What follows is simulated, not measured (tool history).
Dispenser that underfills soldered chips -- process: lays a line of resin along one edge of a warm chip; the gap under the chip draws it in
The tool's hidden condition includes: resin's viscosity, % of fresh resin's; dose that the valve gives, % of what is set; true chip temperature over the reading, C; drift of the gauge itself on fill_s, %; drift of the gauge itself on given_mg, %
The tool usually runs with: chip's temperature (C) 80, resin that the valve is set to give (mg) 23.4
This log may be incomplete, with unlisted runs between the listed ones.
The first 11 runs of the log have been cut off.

run	hour	chip's temperature (C)	resin that the valve is set to give (mg)	hours of work since the syringe was changed	hours of work since the valve was cleaned	hours of work since the stage was calibrated	time until the resin shows at the far edge (s)	resin that the valve gave (mg)
12	32.4	80	23.4	8	4	139	132.7	23.23
# hour 34.8: new syringe of resin
13	36.7	80	23.4	1	7	142	91.2	23.21
14	40.8	80	23.4	4	10	145	106.2	23.22
15	43.2	80	23.4	6	11	146	116.1	23.01
16	46.3	91	23.4	8	13	148	75.5	23.09
# hour 49.2: new syringe of resin
17	49.9	91	23.4	0	16	151	49.3	23.14
18	53.6	91	23.4	3	18	153	56.7	23.16
19	55.8	91	23.4	5	20	155	60.6	23.01
20	59.7	76	23.5	7	22	157	149.6	23.2
21	63	76	23.5	10	25	160	168.2	23.1
# hour 63.7: new syringe of resin
22	65.9	86	24.5	2	27	162	68.1	23.97
23	68.6	70	22.1	3	28	163	170.8	21.76
24	71.3	70	22.1	5	30	165	191.2	21.61
25	73.8	89	23.5	7	32	167	77.7	23.1
# hour 78.3: new syringe of resin
26	78.5	88	24.1	0	35	170	57.8	23.55
27	81.1	86	28	2	37	172	68.9	27.45
28	83.8	91	25.2	4	39	174	59.6	24.43
29	86.2	78	26.1	5	40	175	123.8	25.28
30	89.4	78	26.1	8	43	178	144.4	25.1
31	91.9	83	21.3	9	44	179	126.2	20.53
# hour 92.8: new syringe of resin
32	94.1	93	29.9	1	46	181	44.9	28.86
33	97.5	93	29.9	3	48	183	51.6	28.8
34	100.4	93	29.9	5	50	185	56.9	28.83
35	102.6	78	23	7	51	187	134.6	22.2
# hour 105.5: dispensing valve cleaned and set on the balance
36	106.2	67	27.2	9	0	188	261	27.23

Below are 4 alternative next runs, each starting from the tool's condition after run 36. Predict each:
# hour 108.3: new syringe of resin
A	109.4	75	22.8	1	3	190	?	?
# hour 108.3: new syringe of resin
B	109.4	80	24.5	1	3	190	?	?
# hour 108.3: new syringe of resin
C	109.4	75	29	1	3	190	?	?
# hour 108.3: new syringe of resin
D	109.4	85	27.2	1	3	190	?	?

run	time until the resin shows at the far edge (s)	resin that the valve gave (mg)
A	113.6	22.62
B	87.3	24.5
C	112.2	28.99
D	67.1	27.18
With the hidden condition removed and each run's random variation left untouched, the same runs would have given:
run	time until the resin shows at the far edge (s)	resin that the valve gave (mg)
A	105.8	22.65
B	81.5	24.52
C	104.5	29.02
D	62.6	27.2

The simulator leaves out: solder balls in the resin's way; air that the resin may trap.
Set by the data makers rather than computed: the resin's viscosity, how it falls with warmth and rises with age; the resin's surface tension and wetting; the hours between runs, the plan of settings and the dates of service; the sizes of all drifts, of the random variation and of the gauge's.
